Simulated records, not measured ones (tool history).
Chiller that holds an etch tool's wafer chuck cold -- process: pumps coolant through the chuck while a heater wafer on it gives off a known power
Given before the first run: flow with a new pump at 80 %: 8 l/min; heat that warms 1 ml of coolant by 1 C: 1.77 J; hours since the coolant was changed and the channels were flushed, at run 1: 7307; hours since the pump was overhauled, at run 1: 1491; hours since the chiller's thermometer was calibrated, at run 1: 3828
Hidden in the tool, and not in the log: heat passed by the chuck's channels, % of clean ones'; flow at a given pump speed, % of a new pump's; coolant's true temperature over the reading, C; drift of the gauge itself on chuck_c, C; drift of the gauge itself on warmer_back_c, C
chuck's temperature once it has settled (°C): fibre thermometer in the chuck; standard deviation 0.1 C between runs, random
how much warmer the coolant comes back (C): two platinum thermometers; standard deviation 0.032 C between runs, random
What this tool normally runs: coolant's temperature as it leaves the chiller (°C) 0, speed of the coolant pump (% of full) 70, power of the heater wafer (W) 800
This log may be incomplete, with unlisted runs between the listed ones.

run,hour,coolant's temperature as it leaves the chiller (°C),speed of the coolant pump (% of full),power of the heater wafer (W),hours since the coolant was changed and the channels were flushed,hours since the pump was overhauled,hours since the chiller's thermometer was calibrated,chuck's temperature once it has settled (°C),how much warmer the coolant comes back (C)
1,0,0,70,800,7307,1491,3828,9.4,3.91
2,31.5,0,70,800,7338,1522,3860,9.4,3.94
3,78.8,0,70,800,7386,1570,3907,9.4,3.98
4,133.9,0,70,800,7441,1625,3962,9.3,3.95
5,158.6,0,70,800,7466,1649,3987,9.3,3.92
6,202,0,70,640,7509,1693,4030,7.7,3.14
7,237,0,70,800,7544,1728,4065,9.3,3.95
8,293.3,2,70,807,7600,1784,4121,11.7,4.03
9,334.9,2,70,807,7642,1826,4163,11.4,3.97
10,383.6,2,70,807,7691,1874,4212,11.7,3.98
11,437.6,2,70,807,7745,1928,4266,11.5,3.99
12,490,2,70,807,7797,1981,4318,11.6,3.99
13,524.3,2,70,807,7831,2015,4352,11.6,3.95
14,582.4,4,62,1082,7889,2073,4411,17.8,6.12

Consider 4 possible next runs. They are alternatives, not a sequence: every one starts from the tool as it was left by run 14. What does each give?
A,640.3,4,99,1082,7947,2131,4468,?,?
B,640.3,-6,73,722,7947,2131,4468,?,?
C,640.3,0,70,1144,7947,2131,4468,?,?
D,640.3,-4,70,564,7947,2131,4468,?,?

run,chuck's temperature once it has settled (°C),how much warmer the coolant comes back (C)
A,13.7,3.74
B,2.3,3.45
C,13.5,5.67
D,3,2.8
Stripped of hidden state, with their random variation kept, the same runs would have yielded:
run,chuck's temperature once it has settled (°C),how much warmer the coolant comes back (C)
A,12.1,3.68
B,0.9,3.39
C,11.5,5.58
D,1.7,2.75
